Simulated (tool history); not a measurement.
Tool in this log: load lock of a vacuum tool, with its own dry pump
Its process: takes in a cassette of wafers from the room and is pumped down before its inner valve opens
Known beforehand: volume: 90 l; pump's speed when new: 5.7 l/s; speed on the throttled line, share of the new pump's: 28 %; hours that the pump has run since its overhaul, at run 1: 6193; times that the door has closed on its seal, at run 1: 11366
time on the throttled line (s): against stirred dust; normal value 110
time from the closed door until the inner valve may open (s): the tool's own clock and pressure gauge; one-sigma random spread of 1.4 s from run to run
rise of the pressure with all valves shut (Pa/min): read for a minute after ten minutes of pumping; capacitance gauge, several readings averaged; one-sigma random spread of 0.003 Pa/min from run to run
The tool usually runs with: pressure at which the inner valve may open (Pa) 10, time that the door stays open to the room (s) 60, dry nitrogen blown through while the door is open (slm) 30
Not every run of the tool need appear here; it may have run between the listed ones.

run	hour	time on the throttled line (s)	pressure at which the inner valve may open (Pa)	time that the door stays open to the room (s)	dry nitrogen blown through while the door is open (slm)	hours that the pump has run since its overhaul	times that the door has closed on its seal	incoming humidity of the room's air, %	time from the closed door until the inner valve may open (s)	rise of the pressure with all valves shut (Pa/min)
1	0.0	110	10	60	30	6193	11366	40.6	228.2	0.013
2	330.1	129	10	60	30	6523	11898	47.2	240.8	0.020
3	614.4	129	10	60	30	6807	12356	44.8	241.4	0.019
4	818.5	110	10	60	30	7011	12685	44.8	225.6	0.011
5	1192.8	110	10	60	7	7386	13288	42.9	226.8	0.029
6	1403.9	110	10	85	30	7597	13629	42.6	225.4	0.021
7	1788.5	110	7	60	30	7981	14248	42.1	232.6	0.016
8	2150.4	110	10	60	30	8343	14831	42.1	224.0	0.012
9	2521.9	110	10	81	30	8715	15430	47.1	229.1	0.018
10	2746.1	110	10	60	30	8939	15791	41.8	225.2	0.009
11	3025.1	110	10	60	30	9218	16241	45.0	225.2	0.022
12	3373.6	110	10	60	5	9567	16803	46.2	228.2	0.033
13	3693.7	110	10	30	30	9887	17318	46.9	223.5	0.006
14	4061.0	168	14	151	31	10254	17910	48.7	262.9	0.026
15	4304.0	132	7	60	8	10497	18302	44.3	249.2	0.029
16	4644.7	104	10	60	30	10838	18851	46.4	221.2	0.015
17	4819.3	165	10	151	10	11012	19132	49.9	268.3	0.054
18	4997.2	110	20	60	16	11190	19419	44.1	216.6	0.024
19	5182.4	110	8	60	30	11375	19717	43.7	228.0	0.016

Predict each of these 5 candidate next runs independently; none follows another, all start after run 19:
A	5427.1	110	17	60	35	11620	20111	44.5	?	?
B	5427.1	110	10	27	30	11620	20111	45.1	?	?
C	5427.1	146	7	60	22	11620	20111	44.9	?	?
D	5427.1	110	8	141	30	11620	20111	44.6	?	?
E	5427.1	93	8	186	41	11620	20111	43.7	?	?

run	time from the closed door until the inner valve may open (s)	rise of the pressure with all valves shut (Pa/min)
A	217.5	0.017
B	226.0	0.011
C	259.2	0.019
D	230.4	0.029
E	217.7	0.021
Stripped of hidden state, with their random variation kept, the same runs would have yielded:
run	time from the closed door until the inner valve may open (s)	rise of the pressure with all valves shut (Pa/min)
A	217.4	0.016
B	225.9	0.010
C	259.1	0.018
D	230.0	0.028
E	217.6	0.021
